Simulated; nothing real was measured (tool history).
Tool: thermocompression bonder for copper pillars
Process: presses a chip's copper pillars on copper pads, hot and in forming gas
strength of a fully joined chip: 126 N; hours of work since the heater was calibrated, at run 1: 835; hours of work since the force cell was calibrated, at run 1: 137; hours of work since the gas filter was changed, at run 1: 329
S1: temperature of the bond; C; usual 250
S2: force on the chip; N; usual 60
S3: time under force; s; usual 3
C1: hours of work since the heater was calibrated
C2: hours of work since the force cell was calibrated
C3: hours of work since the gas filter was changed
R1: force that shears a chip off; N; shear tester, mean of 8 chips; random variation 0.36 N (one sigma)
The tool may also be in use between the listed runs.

Run 1, hour 0.0: usual settings; C1 835; C2 137; C3 329. Result: R1 61.4 N.
Run 2, hour 6.9: usual settings; C1 840; C2 141; C3 334. Result: R1 61.3 N.
Run 3, hour 12.8: usual settings; C1 843; C2 145; C3 337. Result: R1 60.9 N.
Run 4, hour 19.2: usual settings; C1 847; C2 149; C3 341. Result: R1 61.1 N.
Run 5, hour 26.0: usual settings but S3 4 s; C1 852; C2 153; C3 346. Result: R1 67.2 N.
Run 6, hour 33.6: usual settings but S3 4 s; C1 856; C2 158; C3 350. Result: R1 67.0 N.
Run 7, hour 38.7: usual settings but S3 4 s; C1 860; C2 161; C3 354. Result: R1 67.2 N.
Run 8, hour 42.5: usual settings; C1 862; C2 163; C3 356. Result: R1 61.1 N.
Run 9, hour 47.5: usual settings; C1 865; C2 166; C3 359. Result: R1 60.9 N.
Run 10, hour 52.3: usual settings; C1 868; C2 169; C3 362. Result: R1 61.3 N.
Run 11, hour 59.0: usual settings; C1 872; C2 174; C3 366. Result: R1 60.8 N.
Run 12, hour 67.7: usual settings but S3 8 s; C1 878; C2 179; C3 372. Result: R1 81.8 N.
Run 13, hour 74.0: usual settings but S2 52 N; C1 882; C2 183; C3 376. Result: R1 53.3 N.
Run 14, hour 78.4: usual settings but S1 265 C; C1 884; C2 186; C3 378. Result: R1 69.6 N.
Run 15, hour 83.9: usual settings but S1 265 C; C1 888; C2 189; C3 382. Result: R1 69.6 N.
Run 16, hour 90.7: usual settings but S1 265 C; C1 892; C2 193; C3 386. Result: R1 69.3 N.
Run 17, hour 98.0: usual settings but S2 41 N; C1 897; C2 198; C3 391. Result: R1 41.6 N.
Run 18, hour 107.0: usual settings but S2 41 N; C1 902; C2 204; C3 396. Result: R1 41.4 N.
Run 19, hour 114.2: usual settings but S2 49 N; C1 907; C2 208; C3 401. Result: R1 49.8 N.
Run 20, hour 122.3: usual settings but S1 243 C, S2 45 N, S3 6 s; C1 912; C2 213; C3 406. Result: R1 55.0 N.
Run 21, hour 126.8: usual settings but S1 243 C, S2 45 N, S3 6 s; C1 915; C2 216; C3 409. Result: R1 54.7 N.
Run 22, hour 134.4: usual settings but S1 243 C, S2 45 N, S3 6 s; C1 919; C2 221; C3 413. Result: R1 54.8 N.
Run 23, hour 138.2: usual settings but S1 243 C, S2 45 N, S3 6 s; C1 922; C2 223; C3 416. Result: R1 54.5 N.
Run 24, hour 143.7: usual settings but S1 265 C, S3 7 s; C1 925; C2 227; C3 419. Result: R1 86.9 N.
Run 25, hour 150.3: usual settings but S1 266 C; C1 929; C2 231; C3 423. Result: R1 71.0 N.
Run 26, hour 158.7: usual settings but S1 279 C, S2 51 N; C1 935; C2 236; C3 429. Result: R1 67.6 N.
Run 27, hour 167.7: usual settings but S1 279 C, S2 51 N; C1 940; C2 242; C3 434. Result: R1 67.7 N.
At hour 170.0: forming gas filter changed.
Run 28, hour 176.4: usual settings but S1 245 C, S2 67 N; C1 945; C2 247; C3 4. Result: R1 68.1 N.
Run 29, hour 185.3: usual settings but S2 78 N, S3 2 s; C1 951; C2 252; C3 10. Result: R1 72.5 N.
Run 30, hour 193.1: usual settings but S1 248 C, S2 80 N, S3 8 s; C1 956; C2 257; C3 14. Result: R1 102.8 N.
Run 31, hour 200.8: usual settings but S1 248 C, S2 80 N, S3 8 s; C1 961; C2 262; C3 19. Result: R1 102.8 N.
Run 32, hour 207.8: usual settings but S1 248 C, S2 80 N, S3 8 s; C1 965; C2 266; C3 24. Result: R1 103.1 N.
Run 33, hour 216.5: usual settings but S1 248 C, S2 80 N, S3 8 s; C1 970; C2 272; C3 29. Result: R1 103.0 N.
Run 34, hour 223.7: usual settings but S1 241 C, S3 2 s; C1 975; C2 276; C3 34. Result: R1 51.8 N.
Run 35, hour 230.2: usual settings but S1 263 C; C1 979; C2 280; C3 38. Result: R1 73.7 N.
Run 36, hour 234.5: usual settings but S1 263 C; C1 982; C2 283; C3 40. Result: R1 73.5 N.

The same runs without the tool's hidden state, with the same run-to-run variation:
The hidden state here: true temperature of the bond over the reading, C; force that reaches the chip, % of what is set; oxide that the forming gas leaves, % of the face; drift of the gauge itself on shear_n, %.
run    R1
  1  59.9
  2  59.9
  3  59.5
  4  59.7
  5  66.0
  6  65.8
  7  66.1
  8  59.8
  9  59.5
 10  60.0
 11  59.6
 12  81.8
 13  51.9
 14  69.1
 15  69.1
 16  68.9
 17  40.2
 18  40.0
 19  48.5
 20  53.7
 21  53.3
 22  53.4
 23  53.2
 24  88.4
 25  70.9
 26  67.7
 27  67.9
 28  62.1
 29  66.5
 30  97.6
 31  97.6
 32  98.0
 33  98.0
 34  46.6
 35  68.1
 36  68.0
